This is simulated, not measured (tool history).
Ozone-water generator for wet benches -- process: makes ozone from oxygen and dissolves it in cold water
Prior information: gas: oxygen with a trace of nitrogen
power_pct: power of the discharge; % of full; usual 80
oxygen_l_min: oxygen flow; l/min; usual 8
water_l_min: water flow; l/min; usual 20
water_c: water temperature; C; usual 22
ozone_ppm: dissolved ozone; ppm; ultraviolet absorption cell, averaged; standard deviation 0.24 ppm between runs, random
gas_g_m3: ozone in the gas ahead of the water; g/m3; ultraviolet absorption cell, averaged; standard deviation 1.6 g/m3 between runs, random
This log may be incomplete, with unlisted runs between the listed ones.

run	day	power_pct	oxygen_l_min	water_l_min	water_c	ozone_ppm	gas_g_m3
1	0	80	8	20	22	36.7	295.1
2	1.133	80	8	20	22	37.7	298.2
3	1.779	80	4.32	20	22	37	403.6
4	2.821	80	4.32	20	22	37.7	401.9
5	4.042	80	4.32	20	22	37.3	402.1
6	4.85	80	4.32	20	22	37.4	403
7	6.079	80	4.32	20	22	37.1	400.4
8	7.275	80	4.32	20	22	36.9	402.4
9	8.554	80	4.32	20	22	37.2	398.7
10	9.704	80	4.32	20	22	36.6	402.8
11	10.354	80	4.32	20	22	37.1	401.2
12	10.958	80	4.32	20	22	36.9	403.9
13	11.775	80	4.32	20	22	37.7	402.6
14	12.558	46	8	20	17	25	180.7
15	13.425	57	11.71	20	22	26.6	183.2
16	14.638	65	8	20	18	33.1	246.2
17	15.788	65	8	20	18	33.1	247.1
18	16.975	80	5.74	14	22	48	349.2
19	17.558	80	5.74	14	22	48.6	348.6
20	18.504	59	4.12	27	15	23.4	314.8
21	19.042	48	4.85	20	22	23.9	242.3
22	19.758	97	8	16	25	47.8	349
23	20.475	97	8	13	16	64.1	346.2
24	21.15	46	8	17	22	25.4	181.7

Each row is a separate what-if for the run after 24, all from the same tool condition, not one after another. Results?
A	22.412	49	8	17	22	?	?
B	22.412	80	7.22	20	22	?	?
C	22.412	46	8	17	21	?	?
D	22.412	56	8	20	19	?	?

run	ozone_ppm	gas_g_m3
A	26.5	192.2
B	37.9	313.2
C	25.6	183.3
D	28.3	216.9
Without the tool's unlogged condition, the same runs would have read:
run	ozone_ppm	gas_g_m3
A	26.5	192.3
B	38	313.4
C	25.6	183.4
D	28.4	217
